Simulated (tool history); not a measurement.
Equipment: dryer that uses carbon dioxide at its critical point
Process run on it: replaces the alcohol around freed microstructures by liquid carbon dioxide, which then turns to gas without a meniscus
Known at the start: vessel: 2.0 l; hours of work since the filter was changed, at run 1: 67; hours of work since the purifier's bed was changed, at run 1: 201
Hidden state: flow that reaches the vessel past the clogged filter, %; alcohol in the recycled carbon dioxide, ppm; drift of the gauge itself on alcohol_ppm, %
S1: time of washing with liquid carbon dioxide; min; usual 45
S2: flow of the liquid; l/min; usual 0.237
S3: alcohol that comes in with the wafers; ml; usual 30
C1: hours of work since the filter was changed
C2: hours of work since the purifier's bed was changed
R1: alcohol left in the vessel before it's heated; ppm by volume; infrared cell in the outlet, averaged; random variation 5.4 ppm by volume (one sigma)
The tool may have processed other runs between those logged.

| run | hour | S1 | S2 | S3 | C1 | C2 | R1 |
|---|---|---|---|---|---|---|---|
| 1 | 0 | 45 | 0.237 | 30 | 67 | 201 | 231 |
| 2 | 7.4 | 45 | 0.237 | 30 | 72 | 206 | 244 |
| 3 | 15.4 | 45 | 0.237 | 30 | 77 | 212 | 246 |
| 4 | 22.7 | 45 | 0.237 | 47 | 82 | 217 | 332 |
| 5 | 27.1 | 48 | 0.237 | 30 | 85 | 220 | 199 |
| 6 | 33 | 48 | 0.237 | 30 | 89 | 224 | 207 |
| 7 | 40.5 | 48 | 0.237 | 30 | 95 | 229 | 203 |
| 8 | 48.6 | 45 | 0.237 | 30 | 100 | 235 | 249 |
| 9 | 54.2 | 45 | 0.237 | 30 | 104 | 239 | 244 |
| 10 | 60.9 | 45 | 0.237 | 30 | 109 | 243 | 254 |
| 11 | 67.7 | 45 | 0.237 | 30 | 114 | 248 | 256 |
| 12 | 71.8 | 45 | 0.237 | 30 | 116 | 251 | 278 |
| 13 | 79.2 | 45 | 0.237 | 33 | 122 | 256 | 288 |
| 14 | 83.2 | 45 | 0.237 | 33 | 124 | 259 | 283 |
| 15 | 88 | 45 | 0.237 | 33 | 128 | 262 | 285 |
| 16 | 93.2 | 45 | 0.237 | 33 | 131 | 266 | 295 |
| 17 | 100.8 | 45 | 0.237 | 33 | 136 | 271 | 291 |
| 18 | 107.2 | 45 | 0.237 | 33 | 141 | 275 | 290 |
| 19 | 116.1 | 45 | 0.237 | 30 | 147 | 281 | 279 |
| 20 | 122.4 | 30 | 0.237 | 30 | 151 | 286 | 888 |
| 21 | 129.8 | 30 | 0.23 | 30 | 157 | 291 | 949 |
| 22 | 138.4 | 30 | 0.23 | 30 | 163 | 297 | 975 |
| 23 | 144.4 | 45 | 0.237 | 30 | 167 | 301 | 294 |
| 24 | 150.1 | 66 | 0.193 | 30 | 171 | 305 | 195 |
| 25 | 156.6 | 63 | 0.216 | 30 | 175 | 310 | 168 |
| 26 | 160.6 | 63 | 0.216 | 30 | 178 | 312 | 170 |
| 27 | 168.8 | 59 | 0.218 | 30 | 184 | 318 | 189 |
| 28 | 176.2 | 59 | 0.218 | 30 | 189 | 323 | 201 |
| 29 | 180 | 35 | 0.378 | 21 | 191 | 326 | 173 |
| 30 | 184.2 | 35 | 0.378 | 21 | 194 | 329 | 180 |
| 31 | 192 | 35 | 0.234 | 21 | 200 | 334 | 501 |
| 32 | 195.9 | 45 | 0.201 | 26 | 202 | 337 | 443 |
| 33 | 201.5 | 45 | 0.201 | 26 | 206 | 341 | 442 |
| 34 | 210.7 | 45 | 0.295 | 30 | 213 | 347 | 199 |
| 35 | 218.5 | 45 | 0.295 | 30 | 218 | 352 | 201 |
| 36 | 224.3 | 33 | 0.321 | 53 | 222 | 357 | 488 |
| 37 | 230.7 | 61 | 0.243 | 29 | 226 | 361 | 166 |
| 38 | 234.9 | 61 | 0.243 | 29 | 229 | 364 | 175 |
| 39 | 241.7 | 28 | 0.186 | 71 | 234 | 369 | 4391 |
|  | 248.5 | inlet filter changed |
| 40 | 250.5 | 28 | 0.186 | 71 | 1 | 374 | 3711 |
| 41 | 255.9 | 28 | 0.186 | 71 | 5 | 378 | 3721 |
| 42 | 259.7 | 28 | 0.186 | 71 | 8 | 380 | 3789 |
| 43 | 265 | 28 | 0.186 | 71 | 11 | 384 | 3716 |
| 44 | 270 | 28 | 0.186 | 71 | 15 | 387 | 3853 |
| 45 | 273.8 | 28 | 0.186 | 31 | 18 | 390 | 1751 |
| 46 | 282.9 | 29 | 0.332 | 22 | 24 | 396 | 313 |

Below, some changes in R1 between adjacent runs. For each, the amount present without the hidden state too (settings, incoming material, random variation) and the amount remaining for the hidden state with gauge scatter not shared by both compared results:
Run 22 -> 23: S1 30 -> 45, S2 0.23 -> 0.237. R1 -681 ppm by volume: hidden state -86, all else -595.
Run 38 -> 39: S1 61 -> 28, S2 0.243 -> 0.186, S3 29 -> 71. R1 +4216 ppm by volume: hidden state +660, all else +3556.
Run 39 -> 40: inlet filter changed. R1 -680 ppm by volume: hidden state -658, all else -22.
Run 44 -> 45: S3 71 -> 31. R1 -2102 ppm by volume: hidden state -25, all else -2077.
Run 45 -> 46: S1 28 -> 29, S2 0.186 -> 0.332, S3 31 -> 22. R1 -1438 ppm by volume: hidden state -15, all else -1423.
